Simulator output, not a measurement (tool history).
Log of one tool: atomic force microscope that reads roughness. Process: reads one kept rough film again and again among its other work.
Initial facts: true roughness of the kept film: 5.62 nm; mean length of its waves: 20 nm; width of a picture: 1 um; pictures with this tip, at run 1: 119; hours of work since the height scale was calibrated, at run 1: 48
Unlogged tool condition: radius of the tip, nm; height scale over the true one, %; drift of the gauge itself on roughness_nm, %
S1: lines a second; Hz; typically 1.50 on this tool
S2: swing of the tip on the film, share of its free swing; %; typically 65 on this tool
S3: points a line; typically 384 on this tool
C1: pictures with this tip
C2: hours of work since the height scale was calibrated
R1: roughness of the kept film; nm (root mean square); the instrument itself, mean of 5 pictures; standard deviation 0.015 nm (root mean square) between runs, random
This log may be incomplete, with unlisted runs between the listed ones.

run,hour,S1,S2,S3,C1,C2,R1
1,0.0,1.50,65,384,119,48,2.312
2,15.4,3.88,65,384,134,55,2.143
3,33.6,3.88,65,384,152,62,2.035
4,49.0,1.50,65,384,168,68,2.001
5,64.8,1.22,65,384,183,75,1.932
6,79.9,1.50,68,384,199,81,1.835
7,96.1,1.50,68,384,215,87,1.764
8,109.3,1.50,68,384,228,92,1.716
9,122.4,1.50,68,384,241,98,1.664
# hour 127.1: new tip fitted
10,135.8,0.66,65,384,9,103,3.317
11,144.0,0.66,65,384,17,106,3.212
12,157.4,3.47,83,806,30,112,2.767
13,171.4,2.78,83,673,44,117,2.692
14,182.2,2.78,83,673,55,122,2.589
15,195.3,1.50,56,384,68,127,2.638
16,214.3,1.50,62,384,87,135,2.467
17,227.3,1.50,62,384,100,140,2.363
18,236.1,0.79,62,384,108,143,2.322
19,245.6,2.69,65,715,118,147,2.225
20,255.8,2.69,70,268,128,151,2.084
21,265.3,0.97,65,268,137,155,2.085
22,284.1,0.97,65,268,156,163,1.981

Each row is a separate what-if for the run after 22, all from the same tool condition, not one after another. Results?
A,301.5,1.50,60,685,173,170,?
B,301.5,1.50,60,384,173,170,?
C,301.5,2.48,89,384,173,170,?

run,R1
A,1.971
B,1.936
C,1.771
Without the tool's hidden state the same runs would have given:
run,R1
A,3.579
B,3.521
C,3.213
